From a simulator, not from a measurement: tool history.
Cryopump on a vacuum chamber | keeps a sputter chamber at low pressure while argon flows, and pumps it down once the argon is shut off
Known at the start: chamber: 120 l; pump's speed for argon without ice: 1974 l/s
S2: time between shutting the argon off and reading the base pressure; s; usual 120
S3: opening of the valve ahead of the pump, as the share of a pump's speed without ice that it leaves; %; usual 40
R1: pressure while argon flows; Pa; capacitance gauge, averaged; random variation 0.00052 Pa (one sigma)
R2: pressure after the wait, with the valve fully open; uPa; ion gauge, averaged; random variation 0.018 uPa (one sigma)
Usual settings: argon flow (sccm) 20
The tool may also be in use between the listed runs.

run 1 hour=0 | argon_flow_(sccm)=20 S2=120 S3=40 | R1=0.0444 R2=0.77
run 2 hour=19.2 | argon_flow_(sccm)=20 S2=120 S3=40 | R1=0.0459 R2=0.78
run 3 hour=54.4 | argon_flow_(sccm)=20 S2=120 S3=17 | R1=0.1043 R2=0.78
run 4 hour=94.3 | argon_flow_(sccm)=20 S2=120 S3=40 | R1=0.0459 R2=0.78
run 5 hour=120.4 | argon_flow_(sccm)=20 S2=120 S3=18 | R1=0.0981 R2=0.77
run 6 hour=156.5 | argon_flow_(sccm)=20 S2=120 S3=18 | R1=0.0983 R2=0.8
run 7 hour=180.6 | argon_flow_(sccm)=20 S2=120 S3=40 | R1=0.0459 R2=0.82
run 8 hour=213.7 | argon_flow_(sccm)=20 S2=120 S3=40 | R1=0.046 R2=0.82
run 9 hour=250.3 | argon_flow_(sccm)=20 S2=120 S3=40 | R1=0.0474 R2=0.82
run 10 hour=269.9 | argon_flow_(sccm)=20 S2=120 S3=40 | R1=0.0456 R2=0.78
run 11 hour=305.3 | argon_flow_(sccm)=20 S2=120 S3=40 | R1=0.0461 R2=0.83
run 12 hour=325.3 | argon_flow_(sccm)=20 S2=120 S3=19 | R1=0.0947 R2=0.82
run 13 hour=358.5 | argon_flow_(sccm)=20 S2=120 S3=19 | R1=0.0933 R2=0.84
run 14 hour=396.8 | argon_flow_(sccm)=16 S2=34 S3=23 | R1=0.063 R2=2.35
run 15 hour=416.9 | argon_flow_(sccm)=16 S2=34 S3=23 | R1=0.0644 R2=2.26
run 16 hour=440.1 | argon_flow_(sccm)=17 S2=248 S3=48 | R1=0.0334 R2=0.52
run 17 hour=477.4 | argon_flow_(sccm)=35 S2=49 S3=59 | R1=0.0594 R2=1.68
run 18 hour=519.2 | argon_flow_(sccm)=8 S2=23 S3=27 | R1=0.0277 R2=3.31
run 19 hour=536.6 | argon_flow_(sccm)=8 S2=23 S3=27 | R1=0.0276 R2=3.31
run 20 hour=574.3 | argon_flow_(sccm)=32 S2=168 S3=44 | R1=0.0718 R2=0.68
run 21 hour=604.8 | argon_flow_(sccm)=20 S2=182 S3=40 | R1=0.0482 R2=0.64
run 22 hour=641.4 | argon_flow_(sccm)=20 S2=182 S3=40 | R1=0.0491 R2=0.66
run 23 hour=681 | argon_flow_(sccm)=21 S2=182 S3=40 | R1=0.0521 R2=0.68
run 24 hour=714.9 | argon_flow_(sccm)=21 S2=182 S3=40 | R1=0.0518 R2=0.67
run 25 hour=755.5 | argon_flow_(sccm)=14 S2=182 S3=20 | R1=0.0648 R2=0.71
run 26 hour=785.9 | argon_flow_(sccm)=14 S2=182 S3=20 | R1=0.0645 R2=0.71

3 ways to go on from here, each from the tool as it stands after run 26. What would each give?
run A hour=811.4 | argon_flow_(sccm)=20 S2=63 S3=16 | R1=? R2=?
run B hour=811.4 | argon_flow_(sccm)=10 S2=223 S3=20 | R1=? R2=?
run C hour=811.4 | argon_flow_(sccm)=34 S2=85 S3=16 | R1=? R2=?

run=A R1=0.1149 R2=1.44
run=B R1=0.0467 R2=0.64
run=C R1=0.1944 R2=1.14
Without the tool's hidden state the same runs would have given:
run=A R1=0.1077 R2=1.28
run=B R1=0.0431 R2=0.48
run=C R1=0.1822 R2=0.98
